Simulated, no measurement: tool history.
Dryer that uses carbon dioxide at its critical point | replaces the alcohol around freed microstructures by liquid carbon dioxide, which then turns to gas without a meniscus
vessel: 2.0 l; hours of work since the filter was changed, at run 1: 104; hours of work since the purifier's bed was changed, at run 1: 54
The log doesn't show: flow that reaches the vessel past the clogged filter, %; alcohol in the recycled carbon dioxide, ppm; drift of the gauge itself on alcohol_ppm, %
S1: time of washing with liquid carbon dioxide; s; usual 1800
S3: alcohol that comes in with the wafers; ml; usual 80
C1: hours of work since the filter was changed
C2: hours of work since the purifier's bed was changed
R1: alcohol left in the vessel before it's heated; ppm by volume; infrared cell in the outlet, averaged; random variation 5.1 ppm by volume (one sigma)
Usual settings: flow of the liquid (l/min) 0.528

{"run": 1, "hour": 0.0, "S1": 1800, "flow of the liquid (l/min)": 0.528, "S3": 80, "C1": 104, "C2": 54, "R1": 82}
{"run": 2, "hour": 12.5, "S1": 1800, "flow of the liquid (l/min)": 0.437, "S3": 80, "C1": 110, "C2": 60, "R1": 250}
{"run": 3, "hour": 39.1, "S1": 1800, "flow of the liquid (l/min)": 0.528, "S3": 24, "C1": 122, "C2": 72, "R1": 42}
{"run": 4, "hour": 59.9, "S1": 1800, "flow of the liquid (l/min)": 0.528, "S3": 24, "C1": 131, "C2": 81, "R1": 47}
{"run": 5, "hour": 74.6, "S1": 1800, "flow of the liquid (l/min)": 0.528, "S3": 24, "C1": 137, "C2": 87, "R1": 49}
{"run": 6, "hour": 88.7, "S1": 1800, "flow of the liquid (l/min)": 0.528, "S3": 80, "C1": 144, "C2": 94, "R1": 120}
{"run": 7, "hour": 116.1, "S1": 1800, "flow of the liquid (l/min)": 0.528, "S3": 80, "C1": 156, "C2": 106, "R1": 123}
{"run": 8, "hour": 128.1, "S1": 1800, "flow of the liquid (l/min)": 0.528, "S3": 80, "C1": 161, "C2": 111, "R1": 129}
{"run": 9, "hour": 154.6, "S1": 1800, "flow of the liquid (l/min)": 0.489, "S3": 80, "C1": 173, "C2": 123, "R1": 198}
{"run": 10, "hour": 180.9, "S1": 1800, "flow of the liquid (l/min)": 0.528, "S3": 80, "C1": 184, "C2": 134, "R1": 141}
{"run": 11, "hour": 199.0, "S1": 1800, "flow of the liquid (l/min)": 0.528, "S3": 80, "C1": 192, "C2": 142, "R1": 145}
{"run": 12, "hour": 220.5, "S1": 1800, "flow of the liquid (l/min)": 0.436, "S3": 80, "C1": 202, "C2": 152, "R1": 403}
{"hour": 224.0, "done": "inlet filter changed"}
{"run": 13, "hour": 233.7, "S1": 1800, "flow of the liquid (l/min)": 0.528, "S3": 80, "C1": 4, "C2": 157, "R1": 69}
{"run": 14, "hour": 250.7, "S1": 2640, "flow of the liquid (l/min)": 0.528, "S3": 80, "C1": 12, "C2": 165, "R1": 29}
{"run": 15, "hour": 267.0, "S1": 1800, "flow of the liquid (l/min)": 0.528, "S3": 80, "C1": 19, "C2": 172, "R1": 82}
{"run": 16, "hour": 281.1, "S1": 1800, "flow of the liquid (l/min)": 0.528, "S3": 80, "C1": 25, "C2": 178, "R1": 84}
{"run": 17, "hour": 299.4, "S1": 1800, "flow of the liquid (l/min)": 0.528, "S3": 80, "C1": 33, "C2": 186, "R1": 86}
{"run": 18, "hour": 326.6, "S1": 1800, "flow of the liquid (l/min)": 0.528, "S3": 80, "C1": 45, "C2": 198, "R1": 92}
{"run": 19, "hour": 354.0, "S1": 1800, "flow of the liquid (l/min)": 0.528, "S3": 80, "C1": 57, "C2": 210, "R1": 96}
{"run": 20, "hour": 380.6, "S1": 1140, "flow of the liquid (l/min)": 0.528, "S3": 80, "C1": 69, "C2": 222, "R1": 737}
{"run": 21, "hour": 406.3, "S1": 1800, "flow of the liquid (l/min)": 0.528, "S3": 29, "C1": 81, "C2": 233, "R1": 61}
{"run": 22, "hour": 418.4, "S1": 1800, "flow of the liquid (l/min)": 0.528, "S3": 29, "C1": 86, "C2": 239, "R1": 58}
{"run": 23, "hour": 445.8, "S1": 1800, "flow of the liquid (l/min)": 0.528, "S3": 26, "C1": 98, "C2": 251, "R1": 69}
{"run": 24, "hour": 474.2, "S1": 2760, "flow of the liquid (l/min)": 0.345, "S3": 23, "C1": 111, "C2": 263, "R1": 64}
{"run": 25, "hour": 488.4, "S1": 1380, "flow of the liquid (l/min)": 0.415, "S3": 77, "C1": 117, "C2": 270, "R1": 1032}
{"run": 26, "hour": 501.6, "S1": 1800, "flow of the liquid (l/min)": 0.451, "S3": 29, "C1": 123, "C2": 275, "R1": 126}
{"run": 27, "hour": 524.2, "S1": 1860, "flow of the liquid (l/min)": 0.32, "S3": 80, "C1": 133, "C2": 286, "R1": 1081}
{"run": 28, "hour": 538.4, "S1": 1980, "flow of the liquid (l/min)": 0.353, "S3": 31, "C1": 139, "C2": 292, "R1": 259}
{"run": 29, "hour": 554.7, "S1": 1200, "flow of the liquid (l/min)": 0.528, "S3": 80, "C1": 146, "C2": 299, "R1": 797}
{"run": 30, "hour": 572.4, "S1": 1800, "flow of the liquid (l/min)": 0.366, "S3": 23, "C1": 154, "C2": 307, "R1": 255}
{"run": 31, "hour": 592.7, "S1": 2640, "flow of the liquid (l/min)": 0.366, "S3": 100, "C1": 163, "C2": 316, "R1": 190}
{"run": 32, "hour": 606.1, "S1": 2040, "flow of the liquid (l/min)": 0.725, "S3": 46, "C1": 169, "C2": 322, "R1": 55}
{"run": 33, "hour": 618.6, "S1": 1140, "flow of the liquid (l/min)": 0.555, "S3": 46, "C1": 174, "C2": 327, "R1": 496}
{"run": 34, "hour": 646.9, "S1": 1800, "flow of the liquid (l/min)": 0.318, "S3": 43, "C1": 187, "C2": 340, "R1": 784}
{"run": 35, "hour": 666.8, "S1": 1800, "flow of the liquid (l/min)": 0.63, "S3": 80, "C1": 196, "C2": 349, "R1": 86}
{"hour": 683.5, "done": "inlet filter changed"}
{"run": 36, "hour": 696.3, "S1": 2160, "flow of the liquid (l/min)": 0.555, "S3": 80, "C1": 6, "C2": 361, "R1": 64}
{"run": 37, "hour": 725.0, "S1": 2160, "flow of the liquid (l/min)": 0.755, "S3": 98, "C1": 18, "C2": 374, "R1": 47}
{"run": 38, "hour": 745.6, "S1": 1800, "flow of the liquid (l/min)": 0.396, "S3": 28, "C1": 27, "C2": 383, "R1": 155}
{"run": 39, "hour": 762.3, "S1": 1800, "flow of the liquid (l/min)": 0.396, "S3": 28, "C1": 35, "C2": 390, "R1": 161}
{"run": 40, "hour": 786.2, "S1": 2640, "flow of the liquid (l/min)": 0.393, "S3": 28, "C1": 45, "C2": 401, "R1": 81}
{"run": 41, "hour": 804.0, "S1": 1800, "flow of the liquid (l/min)": 0.398, "S3": 96, "C1": 53, "C2": 409, "R1": 434}
{"run": 42, "hour": 819.2, "S1": 1980, "flow of the liquid (l/min)": 0.352, "S3": 80, "C1": 60, "C2": 415, "R1": 465}
{"run": 43, "hour": 838.6, "S1": 1980, "flow of the liquid (l/min)": 0.352, "S3": 80, "C1": 68, "C2": 424, "R1": 455}
{"run": 44, "hour": 855.1, "S1": 1140, "flow of the liquid (l/min)": 0.895, "S3": 111, "C1": 76, "C2": 431, "R1": 110}
{"run": 45, "hour": 874.1, "S1": 1140, "flow of the liquid (l/min)": 0.895, "S3": 111, "C1": 84, "C2": 440, "R1": 110}
{"run": 46, "hour": 893.3, "S1": 1380, "flow of the liquid (l/min)": 0.867, "S3": 111, "C1": 93, "C2": 448, "R1": 83}

Hidden state at the last listed run before each entry between runs and at the first one after, where it differs:
Between runs 12 and 13: inlet filter changed (hour 224)
  flow that reaches the vessel past the clogged filter, %: 84.1 -> 98.9; alcohol in the recycled carbon dioxide, ppm: 25.1 -> 25.8
  measured less the result without the state, R1: +242 -> +24 ppm by volume
Between runs 35 and 36: inlet filter changed (hour 683.5)
  flow that reaches the vessel past the clogged filter, %: 84.3 -> 99.2; alcohol in the recycled carbon dioxide, ppm: 50.9 -> 52.6
  measured less the result without the state, R1: +74 -> +49 ppm by volume
